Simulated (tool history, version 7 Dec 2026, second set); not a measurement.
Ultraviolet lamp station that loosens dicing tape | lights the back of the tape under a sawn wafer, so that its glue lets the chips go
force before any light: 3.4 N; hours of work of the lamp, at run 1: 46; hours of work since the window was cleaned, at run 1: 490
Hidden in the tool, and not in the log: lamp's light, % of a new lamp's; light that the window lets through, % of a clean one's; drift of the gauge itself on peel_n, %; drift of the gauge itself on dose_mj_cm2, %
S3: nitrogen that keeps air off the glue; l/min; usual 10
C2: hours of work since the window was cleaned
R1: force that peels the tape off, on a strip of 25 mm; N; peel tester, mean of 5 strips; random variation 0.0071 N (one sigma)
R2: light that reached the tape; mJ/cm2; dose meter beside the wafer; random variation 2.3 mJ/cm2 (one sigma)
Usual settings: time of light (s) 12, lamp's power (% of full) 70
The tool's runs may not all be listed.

Run 1, hour 0: usual settings; hours of work of the lamp 46; C2 490. Result: R1 0.259 N, R2 209 mJ/cm2.
At hour 32.3: window cleaned of glue's vapour.
Run 2, hour 45.5: usual settings but lamp's power (% of full) 73; hours of work of the lamp 72; C2 8. Result: R1 0.236 N, R2 223 mJ/cm2.
Run 3, hour 73.4: usual settings but lamp's power (% of full) 85; hours of work of the lamp 88; C2 24. Result: R1 0.215 N, R2 254 mJ/cm2.
Run 4, hour 114.7: usual settings but lamp's power (% of full) 85; hours of work of the lamp 112; C2 48. Result: R1 0.205 N, R2 257 mJ/cm2.
Run 5, hour 143.1: usual settings but lamp's power (% of full) 85, S3 18 l/min; hours of work of the lamp 128; C2 64. Result: R1 0.188 N, R2 257 mJ/cm2.
Run 6, hour 177.6: usual settings but lamp's power (% of full) 85, S3 18 l/min; hours of work of the lamp 148; C2 84. Result: R1 0.178 N, R2 254 mJ/cm2.
Run 7, hour 220.3: usual settings but lamp's power (% of full) 85, S3 18 l/min; hours of work of the lamp 173; C2 109. Result: R1 0.191 N, R2 256 mJ/cm2.
Run 8, hour 243: usual settings but time of light (s) 7; hours of work of the lamp 186; C2 122. Result: R1 0.551 N, R2 121 mJ/cm2.
Run 9, hour 280.3: usual settings but lamp's power (% of full) 74; hours of work of the lamp 208; C2 143. Result: R1 0.236 N, R2 223 mJ/cm2.
Run 10, hour 302.8: usual settings but lamp's power (% of full) 74; hours of work of the lamp 221; C2 156. Result: R1 0.238 N, R2 224 mJ/cm2.
Run 11, hour 325: usual settings but lamp's power (% of full) 81; hours of work of the lamp 234; C2 169. Result: R1 0.212 N, R2 242 mJ/cm2.
Run 12, hour 368.7: usual settings but time of light (s) 20, lamp's power (% of full) 77; hours of work of the lamp 259; C2 194. Result: R1 0.184 N, R2 386 mJ/cm2.
Run 13, hour 412.4: usual settings but time of light (s) 20, lamp's power (% of full) 77; hours of work of the lamp 284; C2 220. Result: R1 0.184 N, R2 387 mJ/cm2.
Run 14, hour 449.8: usual settings but time of light (s) 20, lamp's power (% of full) 78, S3 3 l/min; hours of work of the lamp 306; C2 241. Result: R1 0.227 N, R2 392 mJ/cm2.
Run 15, hour 484.1: usual settings but time of light (s) 13, lamp's power (% of full) 78, S3 9 l/min; hours of work of the lamp 326; C2 261. Result: R1 0.219 N, R2 254 mJ/cm2.
Run 16, hour 507: usual settings but time of light (s) 14, lamp's power (% of full) 93, S3 18 l/min; hours of work of the lamp 339; C2 274. Result: R1 0.172 N, R2 326 mJ/cm2.
Run 17, hour 554: usual settings but lamp's power (% of full) 91, S3 11 l/min; hours of work of the lamp 366; C2 302. Result: R1 0.209 N, R2 272 mJ/cm2.

Forecast each of these 4 alternatives for the next run:
Run A, hour 586.4: usual settings but time of light (s) 10, lamp's power (% of full) 64, S3 6 l/min; hours of work of the lamp 385; C2 320. Result: R1 ?, R2 ?.
Run B, hour 586.4: usual settings but lamp's power (% of full) 99, S3 5 l/min; hours of work of the lamp 385; C2 320. Result: R1 ?, R2 ?.
Run C, hour 586.4: usual settings but time of light (s) 17, lamp's power (% of full) 71, S3 11 l/min; hours of work of the lamp 385; C2 320. Result: R1 ?, R2 ?.
Run D, hour 586.4: usual settings but lamp's power (% of full) 65, S3 3 l/min; hours of work of the lamp 385; C2 320. Result: R1 ?, R2 ?.

run     R1   R2
  A  0.482  161
  B  0.232  296
  C  0.188  300
  D  0.589  198
Without the tool's hidden state the same runs would have given:
run     R1   R2
  A  0.481  162
  B  0.232  296
  C  0.188  300
  D  0.587  199

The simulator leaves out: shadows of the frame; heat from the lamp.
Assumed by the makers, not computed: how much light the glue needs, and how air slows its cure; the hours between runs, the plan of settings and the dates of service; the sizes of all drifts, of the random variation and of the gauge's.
